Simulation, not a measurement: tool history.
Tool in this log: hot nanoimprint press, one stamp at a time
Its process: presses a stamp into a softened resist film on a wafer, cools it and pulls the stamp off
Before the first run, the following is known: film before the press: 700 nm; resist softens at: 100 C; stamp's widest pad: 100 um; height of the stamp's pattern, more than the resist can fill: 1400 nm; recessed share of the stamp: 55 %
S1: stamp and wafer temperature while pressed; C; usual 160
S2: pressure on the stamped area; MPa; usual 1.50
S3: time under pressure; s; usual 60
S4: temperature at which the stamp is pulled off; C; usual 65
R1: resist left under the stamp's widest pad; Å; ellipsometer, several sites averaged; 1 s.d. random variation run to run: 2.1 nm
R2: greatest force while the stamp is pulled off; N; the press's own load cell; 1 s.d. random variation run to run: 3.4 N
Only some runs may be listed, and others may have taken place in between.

Run 1, hour 0.0: usual settings. Result: R1 3519 Å, R2 201 N.
Run 2, hour 18.2: usual settings. Result: R1 3621 Å, R2 212 N.
Run 3, hour 29.2: usual settings. Result: R1 3588 Å, R2 206 N.
Run 4, hour 46.0: usual settings. Result: R1 3634 Å, R2 201 N.
Run 5, hour 65.9: usual settings but S3 56 s. Result: R1 3641 Å, R2 206 N.
Run 6, hour 85.4: usual settings but S3 56 s. Result: R1 3655 Å, R2 202 N.
Run 7, hour 108.6: usual settings but S3 56 s. Result: R1 3769 Å, R2 214 N.
Run 8, hour 130.4: usual settings but S3 56 s. Result: R1 3787 Å, R2 212 N.
Run 9, hour 153.2: usual settings but S3 56 s. Result: R1 3749 Å, R2 213 N.
Run 10, hour 173.0: usual settings but S3 56 s. Result: R1 3731 Å, R2 217 N.
Run 11, hour 194.6: usual settings but S2 1.79 MPa. Result: R1 3428 Å, R2 218 N.
Run 12, hour 211.6: usual settings. Result: R1 3645 Å, R2 221 N.
Run 13, hour 235.7: usual settings but S3 72 s. Result: R1 3423 Å, R2 212 N.
Run 14, hour 252.9: usual settings but S3 55 s. Result: R1 3759 Å, R2 218 N.
Run 15, hour 267.7: usual settings but S2 1.36 MPa. Result: R1 3828 Å, R2 214 N.
Run 16, hour 280.2: usual settings but S1 150 C, S2 1.01 MPa, S3 37 s, S4 51 C. Result: R1 6218 Å, R2 267 N.
Run 17, hour 304.6: usual settings but S1 154 C, S2 1.01 MPa, S3 37 s, S4 54 C. Result: R1 5709 Å, R2 261 N.
Run 18, hour 315.2: usual settings but S2 1.10 MPa, S3 85 s. Result: R1 3660 Å, R2 219 N.
Run 19, hour 329.5: usual settings but S2 1.10 MPa, S3 85 s. Result: R1 3648 Å, R2 227 N.
Run 20, hour 353.7: usual settings but S2 1.10 MPa, S3 85 s. Result: R1 3662 Å, R2 228 N.
At hour 379.5: plate thermocouple calibrated.
Run 21, hour 379.5: usual settings but S2 1.10 MPa, S3 85 s, S4 71 C. Result: R1 3781 Å, R2 212 N.
At hour 390.7: stamp cleaned and given a new release coat.
Run 22, hour 397.6: usual settings but S1 159 C, S4 66 C. Result: R1 3940 Å, R2 166 N.
Run 23, hour 417.9: usual settings but S1 161 C, S4 60 C. Result: R1 3620 Å, R2 183 N.
Run 24, hour 439.8: usual settings but S1 167 C, S2 1.45 MPa, S3 34 s, S4 53 C. Result: R1 3457 Å, R2 207 N.

Run 25 has not been measured yet. What should we expect?
Run 25, hour 460.9: usual settings but S1 167 C, S2 1.45 MPa, S3 79 s, S4 53 C. Result: R1 ?, R2 ?.

R1: 2503 Å
R2: 204 N
On a tool with no hidden condition, and with the same random variation, this run would have come out at R1 2302 Å, R2 195 N.
